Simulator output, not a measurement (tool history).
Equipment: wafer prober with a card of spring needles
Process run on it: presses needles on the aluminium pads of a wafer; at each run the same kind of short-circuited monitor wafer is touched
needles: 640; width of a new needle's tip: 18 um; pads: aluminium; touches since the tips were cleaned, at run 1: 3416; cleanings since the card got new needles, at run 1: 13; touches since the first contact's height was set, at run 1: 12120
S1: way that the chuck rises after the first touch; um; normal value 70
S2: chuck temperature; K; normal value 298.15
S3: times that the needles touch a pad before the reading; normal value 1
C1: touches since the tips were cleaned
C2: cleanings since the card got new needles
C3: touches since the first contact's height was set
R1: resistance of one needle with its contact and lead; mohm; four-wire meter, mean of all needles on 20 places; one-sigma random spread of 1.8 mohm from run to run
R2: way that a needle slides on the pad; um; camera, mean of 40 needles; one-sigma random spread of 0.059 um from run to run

Run 1, hour 0.0: usual settings; C1 3416; C2 13; C3 12120. Result: R1 271 mohm, R2 18.01 um.
Run 2, hour 9.2: usual settings but S3 2; C1 7401; C2 13; C3 16105. Result: R1 261 mohm, R2 18.02 um.
At hour 12.7: tips cleaned on abrasive film.
Run 3, hour 13.7: usual settings but S3 2; C1 431; C2 14; C3 18030. Result: R1 196 mohm, R2 18.01 um.
Run 4, hour 18.8: usual settings but S3 2; C1 2643; C2 14; C3 20242. Result: R1 229 mohm, R2 18.07 um.
Run 5, hour 26.3: usual settings but S3 2; C1 5886; C2 14; C3 23485. Result: R1 253 mohm, R2 18.10 um.
At hour 32.9: tips cleaned on abrasive film.
Run 6, hour 34.5: usual settings; C1 664; C2 15; C3 26980. Result: R1 209 mohm, R2 18.06 um.
Run 7, hour 41.3: usual settings but S1 56 um; C1 3646; C2 15; C3 29962. Result: R1 339 mohm, R2 14.42 um.
Run 8, hour 48.8: usual settings but S1 56 um; C1 6876; C2 15; C3 33192. Result: R1 393 mohm, R2 14.42 um.
At hour 53.1: tips cleaned on abrasive film.
Run 9, hour 56.3: usual settings but S1 56 um; C1 1389; C2 16; C3 36436. Result: R1 273 mohm, R2 14.32 um.
At hour 57.1: height of the first contact set anew.
Run 10, hour 65.2: usual settings but S1 56 um; C1 5078; C2 16; C3 3502. Result: R1 367 mohm, R2 14.37 um.
Run 11, hour 69.8: usual settings but S1 56 um; C1 7110; C2 16; C3 5534. Result: R1 397 mohm, R2 14.33 um.
At hour 73.9: tips cleaned on abrasive film.
At hour 74.9: height of the first contact set anew, once more.
Run 12, hour 78.3: usual settings but S1 56 um; C1 1751; C2 17; C3 1449. Result: R1 282 mohm, R2 14.56 um.
Run 13, hour 83.2: usual settings but S1 56 um; C1 3906; C2 17; C3 3604. Result: R1 340 mohm, R2 14.43 um.
Run 14, hour 91.3: usual settings but S1 56 um; C1 7428; C2 17; C3 7126. Result: R1 384 mohm, R2 14.47 um.
At hour 95.2: tips cleaned on abrasive film.
Run 15, hour 98.4: usual settings but S1 56 um; C1 1384; C2 18; C3 10150. Result: R1 267 mohm, R2 14.53 um.
Run 16, hour 103.6: usual settings but S1 56 um; C1 3631; C2 18; C3 12397. Result: R1 336 mohm, R2 14.44 um.
Run 17, hour 108.9: usual settings but S1 56 um; C1 5919; C2 18; C3 14685. Result: R1 373 mohm, R2 14.47 um.
At hour 115.6: tips cleaned on abrasive film.
Run 18, hour 117.3: usual settings but S1 50 um, S2 375.15 K; C1 738; C2 19; C3 18292. Result: R1 271 mohm, R2 12.83 um.
Run 19, hour 124.3: usual settings but S1 78 um, S2 375.15 K; C1 3804; C2 19; C3 21358. Result: R1 267 mohm, R2 20.23 um.

Alternative continuations, all from the tool just after run 19; predict every row:
Run A, hour 129.7: usual settings but S1 89 um, S3 3; C1 6147; C2 19; C3 23701. Result: R1 ?, R2 ?.
Run B, hour 129.7: usual settings but S1 71 um, S2 361.15 K, S3 3; C1 6147; C2 19; C3 23701. Result: R1 ?, R2 ?.
Run C, hour 129.7: usual settings but S1 78 um, S2 323.15 K, S3 3; C1 6147; C2 19; C3 23701. Result: R1 ?, R2 ?.
Run D, hour 129.7: usual settings but S1 65 um, S2 309.15 K, S3 2; C1 6147; C2 19; C3 23701. Result: R1 ?, R2 ?.
Run E, hour 129.7: usual settings but S3 2; C1 6147; C2 19; C3 23701. Result: R1 ?, R2 ?.

run   R1     R2
  A  209  22.94
  B  234  18.23
  C  223  20.13
  D  269  16.72
  E  260  17.92
With no hidden state in the tool, these same runs would have given:
run   R1     R2
  A  179  23.00
  B  193  18.30
  C  186  20.20
  D  183  16.79
  E  183  17.98

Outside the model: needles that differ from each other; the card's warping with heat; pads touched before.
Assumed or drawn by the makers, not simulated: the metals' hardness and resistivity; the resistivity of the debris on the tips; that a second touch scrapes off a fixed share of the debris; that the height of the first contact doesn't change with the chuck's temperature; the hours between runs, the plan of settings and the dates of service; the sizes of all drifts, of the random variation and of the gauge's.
